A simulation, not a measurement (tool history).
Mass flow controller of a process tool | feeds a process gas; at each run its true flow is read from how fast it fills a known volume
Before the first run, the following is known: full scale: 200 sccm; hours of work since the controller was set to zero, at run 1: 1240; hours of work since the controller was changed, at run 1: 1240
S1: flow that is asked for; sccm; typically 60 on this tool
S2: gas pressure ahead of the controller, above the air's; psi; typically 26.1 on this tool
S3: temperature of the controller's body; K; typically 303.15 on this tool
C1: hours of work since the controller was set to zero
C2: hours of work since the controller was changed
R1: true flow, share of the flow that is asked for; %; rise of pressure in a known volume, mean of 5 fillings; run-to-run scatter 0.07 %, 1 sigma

{"run": 1, "hour": 0.0, "S1": 60, "S2": 26.1, "S3": 303.15, "C1": 1240, "C2": 1240, "R1": 99.27}
{"run": 2, "hour": 89.0, "S1": 60, "S2": 26.1, "S3": 303.15, "C1": 1278, "C2": 1278, "R1": 99.3}
{"run": 3, "hour": 174.3, "S1": 60, "S2": 26.1, "S3": 303.15, "C1": 1314, "C2": 1314, "R1": 99.42}
{"run": 4, "hour": 258.8, "S1": 60, "S2": 26.1, "S3": 301.15, "C1": 1350, "C2": 1350, "R1": 99.17}
{"run": 5, "hour": 346.9, "S1": 60, "S2": 26.1, "S3": 301.15, "C1": 1388, "C2": 1388, "R1": 99.25}
{"run": 6, "hour": 431.1, "S1": 60, "S2": 26.1, "S3": 301.15, "C1": 1424, "C2": 1424, "R1": 99.27}
{"run": 7, "hour": 502.8, "S1": 60, "S2": 26.1, "S3": 302.15, "C1": 1454, "C2": 1454, "R1": 99.41}
{"run": 8, "hour": 558.8, "S1": 60, "S2": 34.8, "S3": 303.15, "C1": 1478, "C2": 1478, "R1": 99.75}
{"run": 9, "hour": 615.0, "S1": 60, "S2": 34.8, "S3": 303.15, "C1": 1502, "C2": 1502, "R1": 99.91}
{"run": 10, "hour": 656.8, "S1": 60, "S2": 26.1, "S3": 303.15, "C1": 1520, "C2": 1520, "R1": 99.39}
{"run": 11, "hour": 704.4, "S1": 60, "S2": 26.1, "S3": 303.15, "C1": 1540, "C2": 1540, "R1": 99.44}
{"run": 12, "hour": 776.0, "S1": 60, "S2": 24.2, "S3": 303.15, "C1": 1570, "C2": 1570, "R1": 99.22}
{"run": 13, "hour": 862.4, "S1": 60, "S2": 24.2, "S3": 303.15, "C1": 1607, "C2": 1607, "R1": 99.3}
{"run": 14, "hour": 904.6, "S1": 60, "S2": 26.1, "S3": 303.15, "C1": 1625, "C2": 1625, "R1": 99.45}
{"run": 15, "hour": 959.3, "S1": 60, "S2": 26.1, "S3": 303.15, "C1": 1648, "C2": 1648, "R1": 99.48}
{"run": 16, "hour": 1038.2, "S1": 60, "S2": 26.1, "S3": 303.15, "C1": 1682, "C2": 1682, "R1": 99.55}
{"run": 17, "hour": 1127.4, "S1": 60, "S2": 26.1, "S3": 303.15, "C1": 1720, "C2": 1720, "R1": 99.29}
{"run": 18, "hour": 1195.1, "S1": 26, "S2": 26.1, "S3": 303.15, "C1": 1749, "C2": 1749, "R1": 100.09}
{"run": 19, "hour": 1265.3, "S1": 60, "S2": 26.1, "S3": 303.15, "C1": 1778, "C2": 1778, "R1": 99.54}
{"run": 20, "hour": 1338.0, "S1": 60, "S2": 26.1, "S3": 298.15, "C1": 1809, "C2": 1809, "R1": 99.59}
{"run": 21, "hour": 1424.1, "S1": 60, "S2": 26.1, "S3": 298.15, "C1": 1846, "C2": 1846, "R1": 99.7}
{"run": 22, "hour": 1488.1, "S1": 60, "S2": 37.3, "S3": 303.15, "C1": 1873, "C2": 1873, "R1": 100.34}
{"run": 23, "hour": 1541.5, "S1": 60, "S2": 37.3, "S3": 303.15, "C1": 1896, "C2": 1896, "R1": 100.13}
{"run": 24, "hour": 1627.8, "S1": 60, "S2": 30.2, "S3": 303.15, "C1": 1933, "C2": 1933, "R1": 100.04}
{"run": 25, "hour": 1672.7, "S1": 72, "S2": 27.7, "S3": 303.15, "C1": 1952, "C2": 1952, "R1": 99.83}
{"run": 26, "hour": 1718.0, "S1": 119, "S2": 35.5, "S3": 310.15, "C1": 1971, "C2": 1971, "R1": 100.63}
{"run": 27, "hour": 1786.7, "S1": 119, "S2": 35.5, "S3": 310.15, "C1": 2000, "C2": 2000, "R1": 100.7}
{"run": 28, "hour": 1875.2, "S1": 119, "S2": 35.5, "S3": 310.15, "C1": 2038, "C2": 2038, "R1": 100.68}
{"run": 29, "hour": 1932.9, "S1": 119, "S2": 35.5, "S3": 310.15, "C1": 2062, "C2": 2062, "R1": 100.75}
{"run": 30, "hour": 1977.9, "S1": 60, "S2": 23.5, "S3": 311.15, "C1": 2082, "C2": 2082, "R1": 99.84}
{"run": 31, "hour": 2055.9, "S1": 56, "S2": 34.4, "S3": 303.15, "C1": 2115, "C2": 2115, "R1": 100.32}
{"run": 32, "hour": 2106.5, "S1": 170, "S2": 34.4, "S3": 301.15, "C1": 2136, "C2": 2136, "R1": 101.12}
{"run": 33, "hour": 2187.1, "S1": 170, "S2": 34.4, "S3": 301.15, "C1": 2170, "C2": 2170, "R1": 101.08}
{"run": 34, "hour": 2243.2, "S1": 170, "S2": 34.4, "S3": 301.15, "C1": 2194, "C2": 2194, "R1": 101.12}
{"run": 35, "hour": 2317.7, "S1": 47, "S2": 26.1, "S3": 301.15, "C1": 2226, "C2": 2226, "R1": 100.0}
{"run": 36, "hour": 2408.0, "S1": 27, "S2": 28.4, "S3": 312.15, "C1": 2264, "C2": 2264, "R1": 101.06}
{"run": 37, "hour": 2470.1, "S1": 52, "S2": 33.5, "S3": 296.15, "C1": 2291, "C2": 2291, "R1": 100.13}
{"run": 38, "hour": 2560.2, "S1": 60, "S2": 37.3, "S3": 305.15, "C1": 2329, "C2": 2329, "R1": 100.62}
{"run": 39, "hour": 2638.6, "S1": 60, "S2": 37.3, "S3": 298.15, "C1": 2363, "C2": 2363, "R1": 100.45}
{"run": 40, "hour": 2698.2, "S1": 40, "S2": 22.2, "S3": 297.15, "C1": 2388, "C2": 2388, "R1": 100.06}
{"run": 41, "hour": 2762.7, "S1": 41, "S2": 38.1, "S3": 300.15, "C1": 2415, "C2": 2415, "R1": 100.84}
{"run": 42, "hour": 2818.4, "S1": 26, "S2": 33.6, "S3": 300.15, "C1": 2439, "C2": 2439, "R1": 101.33}
{"run": 43, "hour": 2893.1, "S1": 60, "S2": 26.1, "S3": 303.15, "C1": 2471, "C2": 2471, "R1": 99.96}
{"run": 44, "hour": 2934.7, "S1": 103, "S2": 21.9, "S3": 296.15, "C1": 2488, "C2": 2488, "R1": 99.89}
{"run": 45, "hour": 3026.7, "S1": 24, "S2": 31.8, "S3": 294.15, "C1": 2528, "C2": 2528, "R1": 101.35}
{"run": 46, "hour": 3091.7, "S1": 24, "S2": 24.8, "S3": 299.15, "C1": 2555, "C2": 2555, "R1": 101.02}
{"run": 47, "hour": 3158.5, "S1": 22, "S2": 22.5, "S3": 303.15, "C1": 2584, "C2": 2584, "R1": 101.31}
{"run": 48, "hour": 3230.9, "S1": 26, "S2": 27.3, "S3": 303.15, "C1": 2614, "C2": 2614, "R1": 101.12}

Measured minus without-hidden-state, run by run (identical run-to-run variation in each term; gauge scatter may differ):
What the log doesn't record here: flow at rest that the sensor doesn't see, % of full scale; true flow over the shown one, %; drift of the gauge itself on true_pct, %.
run=1 R1=+1.10
run=2 R1=+1.12
run=3 R1=+1.15
run=4 R1=+1.17
run=5 R1=+1.20
run=6 R1=+1.22
run=7 R1=+1.24
run=8 R1=+1.25
run=9 R1=+1.27
run=10 R1=+1.28
run=11 R1=+1.29
run=12 R1=+1.31
run=13 R1=+1.34
run=14 R1=+1.34
run=15 R1=+1.36
run=16 R1=+1.38
run=17 R1=+1.40
run=18 R1=+2.47
run=19 R1=+1.44
run=20 R1=+1.46
run=21 R1=+1.49
run=22 R1=+1.50
run=23 R1=+1.51
run=24 R1=+1.54
run=25 R1=+1.40
run=26 R1=+1.13
run=27 R1=+1.13
run=28 R1=+1.16
run=29 R1=+1.17
run=30 R1=+1.63
run=31 R1=+1.73
run=32 R1=+1.06
run=33 R1=+1.08
run=34 R1=+1.08
run=35 R1=+2.00
run=36 R1=+2.95
run=37 R1=+1.92
run=38 R1=+1.79
run=39 R1=+1.81
run=40 R1=+2.33
run=41 R1=+2.33
run=42 R1=+3.23
run=43 R1=+1.88
run=44 R1=+1.44
run=45 R1=+3.54
run=46 R1=+3.56
run=47 R1=+3.85
run=48 R1=+3.42
